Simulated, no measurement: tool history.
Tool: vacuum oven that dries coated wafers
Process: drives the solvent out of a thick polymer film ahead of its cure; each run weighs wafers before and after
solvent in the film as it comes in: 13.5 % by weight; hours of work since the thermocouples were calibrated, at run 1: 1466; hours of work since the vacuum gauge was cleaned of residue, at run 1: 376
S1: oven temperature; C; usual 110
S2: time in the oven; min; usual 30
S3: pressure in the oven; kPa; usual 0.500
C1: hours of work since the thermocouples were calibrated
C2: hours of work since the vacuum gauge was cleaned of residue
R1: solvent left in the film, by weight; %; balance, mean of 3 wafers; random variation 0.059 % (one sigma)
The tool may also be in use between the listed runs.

| run | day | S1 | S2 | S3 | C1 | C2 | R1 |
|---|---|---|---|---|---|---|---|
| 1 | 0.000 | 110 | 30 | 0.500 | 1466 | 376 | 3.20 |
| 2 | 0.792 | 110 | 30 | 0.500 | 1479 | 389 | 3.24 |
| 3 | 1.642 | 121 | 30 | 0.500 | 1493 | 402 | 1.70 |
| 4 | 3.267 | 121 | 30 | 0.500 | 1519 | 428 | 1.67 |
| 5 | 4.796 | 121 | 30 | 0.500 | 1543 | 453 | 1.61 |
| 6 | 5.788 | 110 | 26 | 0.500 | 1559 | 469 | 3.82 |
| 7 | 7.388 | 110 | 26 | 0.500 | 1585 | 494 | 3.78 |
| 8 | 8.500 | 110 | 26 | 0.500 | 1603 | 512 | 3.69 |
| 9 | 9.738 | 110 | 23 | 0.500 | 1623 | 532 | 4.22 |
| 10 | 10.888 | 110 | 23 | 0.500 | 1641 | 551 | 4.27 |
| 11 | 12.504 | 110 | 30 | 0.500 | 1667 | 577 | 3.05 |
| 12 | 13.896 | 110 | 30 | 0.500 | 1690 | 599 | 3.36 |
|  | 14.254 | oven's thermocouples calibrated |
| 13 | 14.654 | 110 | 47 | 0.500 | 6 | 610 | 1.71 |
| 14 | 16.046 | 103 | 30 | 0.500 | 29 | 632 | 4.44 |
| 15 | 17.000 | 103 | 30 | 0.500 | 44 | 647 | 4.39 |
| 16 | 18.458 | 103 | 30 | 0.500 | 68 | 671 | 4.35 |
| 17 | 19.967 | 110 | 30 | 0.500 | 92 | 695 | 3.15 |
| 18 | 21.512 | 110 | 30 | 0.500 | 117 | 720 | 3.14 |
| 19 | 23.008 | 110 | 30 | 0.500 | 141 | 744 | 3.28 |
| 20 | 24.462 | 110 | 30 | 0.500 | 164 | 767 | 3.25 |
| 21 | 25.325 | 110 | 30 | 0.500 | 178 | 781 | 3.25 |
| 22 | 26.712 | 110 | 30 | 0.500 | 200 | 803 | 3.11 |
| 23 | 27.467 | 110 | 30 | 0.500 | 212 | 816 | 3.27 |
| 24 | 28.408 | 107 | 20 | 0.442 | 227 | 831 | 5.16 |
| 25 | 30.046 | 110 | 38 | 0.983 | 254 | 857 | 2.47 |
| 26 | 31.446 | 97 | 30 | 0.871 | 276 | 879 | 5.59 |
| 27 | 32.283 | 119 | 27 | 0.848 | 289 | 893 | 2.22 |
| 28 | 33.650 | 117 | 27 | 1.278 | 311 | 915 | 2.76 |
| 29 | 34.725 | 117 | 17 | 0.527 | 329 | 932 | 4.23 |
| 30 | 35.708 | 109 | 17 | 0.527 | 344 | 948 | 5.69 |
| 31 | 36.804 | 114 | 27 | 0.258 | 362 | 965 | 2.89 |
| 32 | 37.967 | 114 | 27 | 0.258 | 381 | 984 | 3.01 |
| 33 | 39.008 | 116 | 49 | 0.570 | 397 | 1001 | 0.96 |
| 34 | 40.379 | 110 | 23 | 1.810 | 419 | 1023 | 4.69 |
| 35 | 41.708 | 104 | 23 | 1.041 | 441 | 1044 | 5.39 |
| 36 | 42.742 | 104 | 23 | 1.041 | 457 | 1061 | 5.31 |
| 37 | 44.012 | 111 | 54 | 0.842 | 478 | 1081 | 1.27 |
| 38 | 44.800 | 110 | 30 | 0.655 | 490 | 1094 | 3.17 |
| 39 | 46.242 | 118 | 21 | 0.478 | 514 | 1117 | 3.27 |
| 40 | 47.771 | 116 | 30 | 1.589 | 538 | 1142 | 2.57 |
| 41 | 49.208 | 110 | 20 | 0.527 | 561 | 1165 | 4.70 |
| 42 | 50.833 | 105 | 20 | 0.761 | 587 | 1191 | 5.65 |
| 43 | 52.225 | 119 | 20 | 1.490 | 610 | 1213 | 3.47 |
| 44 | 53.429 | 122 | 32 | 0.568 | 629 | 1232 | 1.33 |
| 45 | 54.621 | 105 | 21 | 1.025 | 648 | 1252 | 5.58 |
| 46 | 55.429 | 105 | 21 | 1.025 | 661 | 1264 | 5.53 |

How the hidden state differs across the entries between the runs, from the last listed run before each to the first after it:
Between runs 12 and 13: oven's thermocouples calibrated (day 14.254)
  true wafer temperature over the reading, C: -0.1 -> -0.01
